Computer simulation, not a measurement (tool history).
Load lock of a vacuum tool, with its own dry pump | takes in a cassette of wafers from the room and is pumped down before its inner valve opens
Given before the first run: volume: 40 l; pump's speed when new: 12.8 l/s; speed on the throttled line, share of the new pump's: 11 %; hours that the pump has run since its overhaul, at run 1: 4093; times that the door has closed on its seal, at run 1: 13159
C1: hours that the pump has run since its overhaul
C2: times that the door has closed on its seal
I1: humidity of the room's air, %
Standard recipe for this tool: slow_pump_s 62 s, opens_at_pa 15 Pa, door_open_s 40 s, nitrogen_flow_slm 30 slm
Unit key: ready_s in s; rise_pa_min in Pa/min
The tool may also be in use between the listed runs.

{"run": 1, "hour": 0.0, "slow_pump_s": 62, "opens_at_pa": 15, "door_open_s": 40, "nitrogen_flow_slm": 30, "C1": 4093, "C2": 13159, "I1": 45.1, "ready_s": 84.4, "rise_pa_min": 0.154}
{"run": 2, "hour": 134.1, "slow_pump_s": 62, "opens_at_pa": 15, "door_open_s": 40, "nitrogen_flow_slm": 30, "C1": 4227, "C2": 13784, "I1": 41.6, "ready_s": 84.4, "rise_pa_min": 0.173}
{"run": 3, "hour": 216.5, "slow_pump_s": 62, "opens_at_pa": 15, "door_open_s": 40, "nitrogen_flow_slm": 30, "C1": 4309, "C2": 14168, "I1": 45.8, "ready_s": 84.9, "rise_pa_min": 0.182}
{"run": 4, "hour": 351.5, "slow_pump_s": 62, "opens_at_pa": 15, "door_open_s": 40, "nitrogen_flow_slm": 30, "C1": 4444, "C2": 14796, "I1": 45.7, "ready_s": 84.3, "rise_pa_min": 0.191}
{"run": 5, "hour": 487.7, "slow_pump_s": 62, "opens_at_pa": 15, "door_open_s": 40, "nitrogen_flow_slm": 7, "C1": 4580, "C2": 15431, "I1": 49.5, "ready_s": 85.1, "rise_pa_min": 0.228}
{"run": 6, "hour": 623.4, "slow_pump_s": 62, "opens_at_pa": 15, "door_open_s": 40, "nitrogen_flow_slm": 7, "C1": 4716, "C2": 16062, "I1": 45.6, "ready_s": 85.2, "rise_pa_min": 0.24}
{"run": 7, "hour": 759.1, "slow_pump_s": 62, "opens_at_pa": 15, "door_open_s": 40, "nitrogen_flow_slm": 7, "C1": 4852, "C2": 16694, "I1": 42.1, "ready_s": 84.7, "rise_pa_min": 0.24}
{"run": 8, "hour": 879.7, "slow_pump_s": 62, "opens_at_pa": 15, "door_open_s": 40, "nitrogen_flow_slm": 7, "C1": 4972, "C2": 17256, "I1": 50.6, "ready_s": 84.9, "rise_pa_min": 0.259}
{"run": 9, "hour": 940.6, "slow_pump_s": 62, "opens_at_pa": 15, "door_open_s": 40, "nitrogen_flow_slm": 7, "C1": 5033, "C2": 17540, "I1": 43.5, "ready_s": 85.2, "rise_pa_min": 0.265}
{"run": 10, "hour": 1007.9, "slow_pump_s": 88, "opens_at_pa": 15, "door_open_s": 40, "nitrogen_flow_slm": 30, "C1": 5100, "C2": 17853, "I1": 47, "ready_s": 107.1, "rise_pa_min": 0.254}
{"run": 11, "hour": 1137.7, "slow_pump_s": 88, "opens_at_pa": 15, "door_open_s": 40, "nitrogen_flow_slm": 30, "C1": 5230, "C2": 18458, "I1": 44.5, "ready_s": 107.9, "rise_pa_min": 0.264}
{"run": 12, "hour": 1201.6, "slow_pump_s": 62, "opens_at_pa": 27, "door_open_s": 40, "nitrogen_flow_slm": 30, "C1": 5294, "C2": 18755, "I1": 42.4, "ready_s": 83.1, "rise_pa_min": 0.273}
{"run": 13, "hour": 1319.2, "slow_pump_s": 62, "opens_at_pa": 27, "door_open_s": 40, "nitrogen_flow_slm": 30, "C1": 5412, "C2": 19303, "I1": 47.7, "ready_s": 83.1, "rise_pa_min": 0.281}
{"run": 14, "hour": 1392.0, "slow_pump_s": 62, "opens_at_pa": 27, "door_open_s": 40, "nitrogen_flow_slm": 30, "C1": 5485, "C2": 19642, "I1": 39.9, "ready_s": 83.1, "rise_pa_min": 0.291}
{"run": 15, "hour": 1490.0, "slow_pump_s": 62, "opens_at_pa": 15, "door_open_s": 40, "nitrogen_flow_slm": 30, "C1": 5583, "C2": 20098, "I1": 47.7, "ready_s": 84.9, "rise_pa_min": 0.306}
{"run": 16, "hour": 1605.5, "slow_pump_s": 49, "opens_at_pa": 15, "door_open_s": 40, "nitrogen_flow_slm": 30, "C1": 5698, "C2": 20636, "I1": 43.6, "ready_s": 73.8, "rise_pa_min": 0.313}
{"run": 17, "hour": 1677.0, "slow_pump_s": 49, "opens_at_pa": 15, "door_open_s": 40, "nitrogen_flow_slm": 30, "C1": 5770, "C2": 20969, "I1": 43.6, "ready_s": 74.2, "rise_pa_min": 0.326}
{"run": 18, "hour": 1801.6, "slow_pump_s": 62, "opens_at_pa": 15, "door_open_s": 40, "nitrogen_flow_slm": 30, "C1": 5894, "C2": 21550, "I1": 43.6, "ready_s": 85.5, "rise_pa_min": 0.339}
{"run": 19, "hour": 1869.3, "slow_pump_s": 62, "opens_at_pa": 15, "door_open_s": 40, "nitrogen_flow_slm": 30, "C1": 5962, "C2": 21865, "I1": 46.3, "ready_s": 85.7, "rise_pa_min": 0.338}
{"run": 20, "hour": 1972.9, "slow_pump_s": 46, "opens_at_pa": 15, "door_open_s": 34, "nitrogen_flow_slm": 29, "C1": 6065, "C2": 22347, "I1": 47.7, "ready_s": 71.6, "rise_pa_min": 0.362}
{"run": 21, "hour": 2043.4, "slow_pump_s": 46, "opens_at_pa": 15, "door_open_s": 34, "nitrogen_flow_slm": 5, "C1": 6136, "C2": 22675, "I1": 45.1, "ready_s": 71.2, "rise_pa_min": 0.383}
{"run": 22, "hour": 2107.1, "slow_pump_s": 46, "opens_at_pa": 15, "door_open_s": 31, "nitrogen_flow_slm": 5, "C1": 6200, "C2": 22972, "I1": 49.7, "ready_s": 71.6, "rise_pa_min": 0.385}
{"run": 23, "hour": 2190.6, "slow_pump_s": 78, "opens_at_pa": 15, "door_open_s": 40, "nitrogen_flow_slm": 30, "C1": 6283, "C2": 23361, "I1": 46, "ready_s": 99.6, "rise_pa_min": 0.383}
{"run": 24, "hour": 2262.2, "slow_pump_s": 62, "opens_at_pa": 18, "door_open_s": 155, "nitrogen_flow_slm": 10, "C1": 6355, "C2": 23695, "I1": 42, "ready_s": 85.1, "rise_pa_min": 0.446}
{"run": 25, "hour": 2339.8, "slow_pump_s": 62, "opens_at_pa": 18, "door_open_s": 155, "nitrogen_flow_slm": 10, "C1": 6432, "C2": 24056, "I1": 44.4, "ready_s": 85.3, "rise_pa_min": 0.461}
{"run": 26, "hour": 2438.9, "slow_pump_s": 62, "opens_at_pa": 17, "door_open_s": 40, "nitrogen_flow_slm": 9, "C1": 6531, "C2": 24517, "I1": 45.4, "ready_s": 84.9, "rise_pa_min": 0.419}
{"run": 27, "hour": 2534.7, "slow_pump_s": 93, "opens_at_pa": 15, "door_open_s": 99, "nitrogen_flow_slm": 30, "C1": 6627, "C2": 24964, "I1": 43.3, "ready_s": 112.1, "rise_pa_min": 0.437}
{"run": 28, "hour": 2634.9, "slow_pump_s": 113, "opens_at_pa": 16, "door_open_s": 61, "nitrogen_flow_slm": 21, "C1": 6727, "C2": 25430, "I1": 48.2, "ready_s": 130.4, "rise_pa_min": 0.448}
{"run": 29, "hour": 2758.6, "slow_pump_s": 62, "opens_at_pa": 15, "door_open_s": 41, "nitrogen_flow_slm": 30, "C1": 6851, "C2": 26006, "I1": 46.2, "ready_s": 86.2, "rise_pa_min": 0.457}
{"run": 30, "hour": 2865.9, "slow_pump_s": 123, "opens_at_pa": 15, "door_open_s": 68, "nitrogen_flow_slm": 38, "C1": 6958, "C2": 26506, "I1": 47.2, "ready_s": 139.9, "rise_pa_min": 0.479}

Expected results for the next run?
{"run": 31, "hour": 2936.1, "slow_pump_s": 61, "opens_at_pa": 27, "door_open_s": 224, "nitrogen_flow_slm": 38, "C1": 7029, "C2": 26833, "I1": 42.6, "ready_s": "?", "rise_pa_min": "?"}

For run 31 the tool returned ready_s 83.2 s, rise_pa_min 0.505 Pa/min.
With no hidden state in the tool, this same run would have given ready_s 80.4 s, rise_pa_min 0.049 Pa/min.
